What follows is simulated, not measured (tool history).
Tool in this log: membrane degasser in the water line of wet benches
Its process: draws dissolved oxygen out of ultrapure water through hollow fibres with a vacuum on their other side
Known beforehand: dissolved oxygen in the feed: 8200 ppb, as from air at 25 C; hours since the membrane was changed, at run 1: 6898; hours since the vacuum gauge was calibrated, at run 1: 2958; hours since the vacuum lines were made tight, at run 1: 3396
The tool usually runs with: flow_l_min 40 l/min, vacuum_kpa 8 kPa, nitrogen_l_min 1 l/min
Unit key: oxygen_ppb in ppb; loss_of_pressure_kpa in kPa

run,hour,flow_l_min,vacuum_kpa,nitrogen_l_min,hours since the membrane was changed,hours since the vacuum gauge was calibrated,hours since the vacuum lines were made tight,oxygen_ppb,loss_of_pressure_kpa
1,0,40,8,1,6898,2958,3396,390.3,41.21
2,329,25,8,1,7227,3287,3725,270.8,26.14
3,530.1,25,6.24,1,7428,3488,3926,181.1,26.68
4,829,25,6.24,1,7727,3787,4225,184.4,26.05
5,1060.2,25,6.24,1,7958,4018,4456,180.8,26.39
6,1348.2,40,8,2.54,8246,4306,4744,187.3,42.47
7,1629.6,54,19.57,0.83,8527,4587,5026,1620.3,57.46
# hour 1651.9: vacuum gauge calibrated
8,1931.9,40,11.45,0.82,8829,280,5327,764.2,42.45

The next listed run, before its measurement:
# hour 2135.6: membrane cartridge changed
9,2257.5,51,8,0.59,122,602,5649,?,?

Logged for run 9: oxygen_ppb 700.5 ppb, loss_of_pressure_kpa 48.25 kPa.
With the hidden condition absent and the run-to-run variation left alone, this run would have shown oxygen_ppb 635.5 ppb, loss_of_pressure_kpa 48.17 kPa.
